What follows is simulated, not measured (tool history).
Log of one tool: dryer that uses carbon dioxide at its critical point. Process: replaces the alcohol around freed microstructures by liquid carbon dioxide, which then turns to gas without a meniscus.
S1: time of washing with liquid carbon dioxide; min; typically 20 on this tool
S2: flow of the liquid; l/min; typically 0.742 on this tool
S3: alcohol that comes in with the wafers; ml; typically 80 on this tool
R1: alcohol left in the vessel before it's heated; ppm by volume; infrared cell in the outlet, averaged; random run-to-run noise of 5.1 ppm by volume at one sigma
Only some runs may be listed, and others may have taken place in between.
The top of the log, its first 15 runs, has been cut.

run,hour,S1,S2,S3,R1
16,357,16,0.742,80,313
17,379.7,20,0.742,80,151
# hour 391.3: purifier's bed changed
18,412.8,20,0.742,80,66
19,430.4,20,0.742,80,66
20,448.2,14,0.642,36,355
21,473.8,12,1.194,53,68
22,488.6,12,1.194,53,75
23,519.7,26,0.742,109,34
24,535.6,17,1.087,80,29
25,567.2,25,1.211,23,10
26,599.5,25,1.211,23,16
27,631.8,17,0.742,27,99
28,663.3,17,0.742,27,106
29,692.4,22,1.133,56,24
30,721.2,13,0.847,40,278
31,748.1,13,0.847,40,288
# hour 753.8: inlet filter changed
32,767.3,13,0.847,40,167
33,789.4,19,0.847,21,39

Here are 5 independent what-if runs from the current tool condition. What would each one return?
A,807,19,0.659,39,?
B,807,24,0.653,53,?
C,807,26,1.107,32,?
D,807,19,1.239,21,?
E,807,15,1.032,26,?

run,R1
A,113
B,61
C,33
D,27
E,49
With no hidden state in the tool, these same runs would have given:
run,R1
A,77
B,30
C,4
D,0
E,19

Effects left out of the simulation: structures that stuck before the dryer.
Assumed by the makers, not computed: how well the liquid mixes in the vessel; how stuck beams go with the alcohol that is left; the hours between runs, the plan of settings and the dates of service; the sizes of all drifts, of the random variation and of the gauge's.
